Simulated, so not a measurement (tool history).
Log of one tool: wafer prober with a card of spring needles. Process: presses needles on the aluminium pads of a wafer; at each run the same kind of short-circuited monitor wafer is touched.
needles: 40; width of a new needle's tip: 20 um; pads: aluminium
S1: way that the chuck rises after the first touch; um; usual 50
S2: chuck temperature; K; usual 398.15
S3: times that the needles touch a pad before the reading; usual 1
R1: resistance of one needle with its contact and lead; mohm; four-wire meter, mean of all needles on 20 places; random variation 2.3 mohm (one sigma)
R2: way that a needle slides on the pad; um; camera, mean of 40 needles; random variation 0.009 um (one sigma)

| run | hour | S1 | S2 | S3 | R1 | R2 |
|---|---|---|---|---|---|---|
| 1 | 0.0 | 50 | 398.15 | 1 | 334 | 13.078 |
|  | 10.7 | tips cleaned on abrasive film |
|  | 20.7 | tips cleaned on abrasive film |
| 2 | 24.7 | 50 | 398.15 | 1 | 474 | 13.059 |
|  | 30.9 | tips cleaned on abrasive film |
|  | 41.2 | tips cleaned on abrasive film |
|  | 52.1 | tips cleaned on abrasive film |
| 3 | 54.8 | 50 | 398.15 | 1 | 448 | 13.021 |
|  | 63.0 | tips cleaned on abrasive film |
|  | 63.3 | height of the first contact set anew |
|  | 74.2 | tips cleaned on abrasive film |
|  | 84.3 | tips cleaned on abrasive film |
| 4 | 85.9 | 50 | 398.15 | 1 | 390 | 12.885 |
|  | 95.0 | tips cleaned on abrasive film |
| 5 | 102.5 | 50 | 398.15 | 1 | 534 | 12.882 |
|  | 104.9 | tips cleaned on abrasive film |
|  | 116.1 | tips cleaned on abrasive film |
| 6 | 123.7 | 50 | 398.15 | 1 | 521 | 12.848 |
|  | 126.2 | tips cleaned on abrasive film |
|  | 138.0 | tips cleaned on abrasive film |
|  | 148.4 | tips cleaned on abrasive film |
| 7 | 151.6 | 50 | 398.15 | 1 | 466 | 12.818 |
|  | 158.4 | tips cleaned on abrasive film |
| 8 | 166.7 | 50 | 398.15 | 1 | 545 | 12.810 |
|  | 169.2 | tips cleaned on abrasive film |
|  | 180.9 | tips cleaned on abrasive film |
|  | 190.9 | tips cleaned on abrasive film |
| 9 | 194.3 | 50 | 398.15 | 1 | 474 | 12.753 |
|  | 202.7 | tips cleaned on abrasive film |
|  | 213.5 | height of the first contact set anew, once more |
|  | 213.6 | tips cleaned on abrasive film |
| 10 | 222.2 | 50 | 398.15 | 1 | 533 | 13.187 |
|  | 224.7 | tips cleaned on abrasive film |
|  | 235.2 | tips cleaned on abrasive film |
|  | 245.2 | tips cleaned on abrasive film |
| 11 | 245.2 | 50 | 398.15 | 1 | 275 | 13.153 |
|  | 256.8 | tips cleaned on abrasive film |
| 12 | 260.4 | 50 | 398.15 | 1 | 478 | 13.155 |
|  | 266.6 | tips cleaned on abrasive film |
|  | 276.9 | tips cleaned on abrasive film |
| 13 | 281.9 | 50 | 398.15 | 1 | 490 | 13.120 |
|  | 287.8 | tips cleaned on abrasive film |
|  | 299.8 | tips cleaned on abrasive film |
|  | 309.8 | tips cleaned on abrasive film |
| 14 | 309.8 | 50 | 398.15 | 1 | 291 | 13.066 |
|  | 320.6 | tips cleaned on abrasive film |
|  | 332.4 | tips cleaned on abrasive film |
| 15 | 333.0 | 50 | 398.15 | 3 | 285 | 13.057 |
|  | 343.1 | tips cleaned on abrasive film |
|  | 353.9 | tips cleaned on abrasive film |
| 16 | 360.9 | 50 | 354.15 | 1 | 549 | 13.036 |
|  | 365.1 | tips cleaned on abrasive film |
|  | 376.2 | tips cleaned on abrasive film |
| 17 | 376.2 | 50 | 325.15 | 1 | 259 | 13.022 |
|  | 382.4 | height of the first contact set anew |
|  | 387.3 | tips cleaned on abrasive film |
| 18 | 395.9 | 60 | 325.15 | 2 | 363 | 15.827 |
|  | 398.4 | tips cleaned on abrasive film |
|  | 410.1 | tips cleaned on abrasive film |
| 19 | 410.1 | 67 | 398.15 | 2 | 261 | 17.656 |
|  | 421.1 | tips cleaned on abrasive film |
| 20 | 427.9 | 68 | 330.15 | 2 | 333 | 17.927 |
|  | 431.6 | tips cleaned on abrasive film |
|  | 442.2 | tips cleaned on abrasive film |
| 21 | 442.6 | 42 | 352.15 | 1 | 351 | 11.021 |
|  | 453.8 | tips cleaned on abrasive film |
| 22 | 460.3 | 42 | 352.15 | 1 | 661 | 11.019 |
|  | 464.2 | tips cleaned on abrasive film |
|  | 474.0 | tips cleaned on abrasive film |
|  | 485.6 | tips cleaned on abrasive film |
| 23 | 487.5 | 42 | 352.15 | 1 | 518 | 10.983 |
|  | 496.0 | tips cleaned on abrasive film |
|  | 506.7 | tips cleaned on abrasive film |
|  | 517.5 | tips cleaned on abrasive film |
| 24 | 518.4 | 50 | 322.15 | 1 | 352 | 13.060 |
|  | 528.0 | tips cleaned on abrasive film |
|  | 538.1 | tips cleaned on abrasive film |
| 25 | 539.4 | 50 | 306.15 | 1 | 374 | 13.047 |
|  | 549.5 | tips cleaned on abrasive film |
|  | 551.8 | height of the first contact set anew |
| 26 | 556.0 | 50 | 368.15 | 2 | 411 | 13.206 |
|  | 560.9 | tips cleaned on abrasive film |
|  | 572.0 | tips cleaned on abrasive film |
| 27 | 577.1 | 32 | 368.15 | 2 | 643 | 8.427 |
|  | 582.2 | tips cleaned on abrasive film |
|  | 593.6 | tips cleaned on abrasive film |
|  | 605.0 | tips cleaned on abrasive film |
| 28 | 608.7 | 32 | 368.15 | 2 | 581 | 8.398 |

Forecast each of these 3 alternatives for the next run:
|  | 616.2 | tips cleaned on abrasive film |
|  | 626.1 | tips cleaned on abrasive film |
| A | 631.2 | 34 | 344.15 | 2 | ? | ? |
|  | 616.2 | tips cleaned on abrasive film |
|  | 626.1 | tips cleaned on abrasive film |
| B | 631.2 | 32 | 398.15 | 2 | ? | ? |
|  | 616.2 | tips cleaned on abrasive film |
|  | 626.1 | tips cleaned on abrasive film |
| C | 631.2 | 32 | 368.15 | 2 | ? | ? |

| run | R1 | R2 |
|---|---|---|
| A | 596 | 8.903 |
| B | 613 | 8.378 |
| C | 636 | 8.372 |
Without the tool's hidden state the same runs would have given:
| run | R1 | R2 |
|---|---|---|
| A | 256 | 8.979 |
| B | 270 | 8.455 |
| C | 267 | 8.449 |
